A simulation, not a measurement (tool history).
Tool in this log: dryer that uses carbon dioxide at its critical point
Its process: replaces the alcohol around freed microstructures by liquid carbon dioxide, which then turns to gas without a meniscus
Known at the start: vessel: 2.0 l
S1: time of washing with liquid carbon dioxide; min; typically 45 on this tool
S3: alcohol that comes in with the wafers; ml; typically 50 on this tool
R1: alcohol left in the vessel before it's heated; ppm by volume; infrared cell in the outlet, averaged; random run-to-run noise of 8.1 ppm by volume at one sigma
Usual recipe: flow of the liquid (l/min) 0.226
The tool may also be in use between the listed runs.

{"run": 1, "day": 0.0, "S1": 45, "flow of the liquid (l/min)": 0.226, "S3": 50, "R1": 582}
{"run": 2, "day": 0.562, "S1": 45, "flow of the liquid (l/min)": 0.226, "S3": 50, "R1": 596}
{"run": 3, "day": 0.958, "S1": 45, "flow of the liquid (l/min)": 0.226, "S3": 50, "R1": 618}
{"run": 4, "day": 1.367, "S1": 45, "flow of the liquid (l/min)": 0.226, "S3": 50, "R1": 588}
{"run": 5, "day": 1.846, "S1": 45, "flow of the liquid (l/min)": 0.226, "S3": 50, "R1": 602}
{"run": 6, "day": 2.362, "S1": 45, "flow of the liquid (l/min)": 0.226, "S3": 50, "R1": 626}
{"run": 7, "day": 2.725, "S1": 61, "flow of the liquid (l/min)": 0.226, "S3": 50, "R1": 183}
{"run": 8, "day": 3.192, "S1": 61, "flow of the liquid (l/min)": 0.226, "S3": 50, "R1": 180}
{"run": 9, "day": 3.646, "S1": 61, "flow of the liquid (l/min)": 0.226, "S3": 50, "R1": 197}
{"run": 10, "day": 4.2, "S1": 45, "flow of the liquid (l/min)": 0.226, "S3": 50, "R1": 656}
{"run": 11, "day": 4.779, "S1": 45, "flow of the liquid (l/min)": 0.226, "S3": 50, "R1": 655}
{"run": 12, "day": 5.171, "S1": 45, "flow of the liquid (l/min)": 0.226, "S3": 50, "R1": 657}
{"run": 13, "day": 5.517, "S1": 45, "flow of the liquid (l/min)": 0.226, "S3": 33, "R1": 449}
{"run": 14, "day": 5.904, "S1": 45, "flow of the liquid (l/min)": 0.226, "S3": 38, "R1": 524}
{"run": 15, "day": 6.333, "S1": 45, "flow of the liquid (l/min)": 0.226, "S3": 38, "R1": 526}
{"run": 16, "day": 6.875, "S1": 45, "flow of the liquid (l/min)": 0.226, "S3": 50, "R1": 710}
{"run": 17, "day": 7.458, "S1": 45, "flow of the liquid (l/min)": 0.226, "S3": 50, "R1": 724}
{"day": 7.733, "done": "inlet filter changed"}
{"run": 18, "day": 7.988, "S1": 45, "flow of the liquid (l/min)": 0.226, "S3": 50, "R1": 459}
{"run": 19, "day": 8.521, "S1": 45, "flow of the liquid (l/min)": 0.226, "S3": 50, "R1": 449}
{"run": 20, "day": 8.758, "S1": 45, "flow of the liquid (l/min)": 0.226, "S3": 50, "R1": 450}
{"run": 21, "day": 9.225, "S1": 45, "flow of the liquid (l/min)": 0.226, "S3": 50, "R1": 439}
{"run": 22, "day": 9.788, "S1": 45, "flow of the liquid (l/min)": 0.226, "S3": 50, "R1": 477}
{"run": 23, "day": 10.354, "S1": 45, "flow of the liquid (l/min)": 0.226, "S3": 50, "R1": 484}
{"run": 24, "day": 10.658, "S1": 36, "flow of the liquid (l/min)": 0.192, "S3": 25, "R1": 824}
{"run": 25, "day": 11.05, "S1": 54, "flow of the liquid (l/min)": 0.168, "S3": 25, "R1": 369}
{"run": 26, "day": 11.454, "S1": 54, "flow of the liquid (l/min)": 0.209, "S3": 53, "R1": 339}
{"run": 27, "day": 11.804, "S1": 54, "flow of the liquid (l/min)": 0.209, "S3": 53, "R1": 340}
{"run": 28, "day": 12.229, "S1": 45, "flow of the liquid (l/min)": 0.226, "S3": 25, "R1": 263}
{"run": 29, "day": 12.658, "S1": 69, "flow of the liquid (l/min)": 0.268, "S3": 84, "R1": 59}
{"run": 30, "day": 13.208, "S1": 69, "flow of the liquid (l/min)": 0.152, "S3": 52, "R1": 465}
{"run": 31, "day": 13.488, "S1": 28, "flow of the liquid (l/min)": 0.259, "S3": 52, "R1": 1558}
{"run": 32, "day": 13.85, "S1": 45, "flow of the liquid (l/min)": 0.311, "S3": 50, "R1": 138}
{"run": 33, "day": 14.179, "S1": 45, "flow of the liquid (l/min)": 0.311, "S3": 50, "R1": 151}
{"run": 34, "day": 14.546, "S1": 29, "flow of the liquid (l/min)": 0.226, "S3": 50, "R1": 2001}
{"run": 35, "day": 14.95, "S1": 47, "flow of the liquid (l/min)": 0.222, "S3": 50, "R1": 487}
{"run": 36, "day": 15.196, "S1": 47, "flow of the liquid (l/min)": 0.222, "S3": 50, "R1": 487}
{"run": 37, "day": 15.658, "S1": 31, "flow of the liquid (l/min)": 0.354, "S3": 78, "R1": 646}
{"run": 38, "day": 16.133, "S1": 40, "flow of the liquid (l/min)": 0.194, "S3": 22, "R1": 615}

The next listed run, before its measurement:
{"run": 39, "day": 16.638, "S1": 58, "flow of the liquid (l/min)": 0.219, "S3": 50, "R1": "?"}

Run 39 yielded R1 236 ppm by volume.
With the hidden condition absent and the run-to-run variation left alone, this run would have shown R1 154 ppm by volume.

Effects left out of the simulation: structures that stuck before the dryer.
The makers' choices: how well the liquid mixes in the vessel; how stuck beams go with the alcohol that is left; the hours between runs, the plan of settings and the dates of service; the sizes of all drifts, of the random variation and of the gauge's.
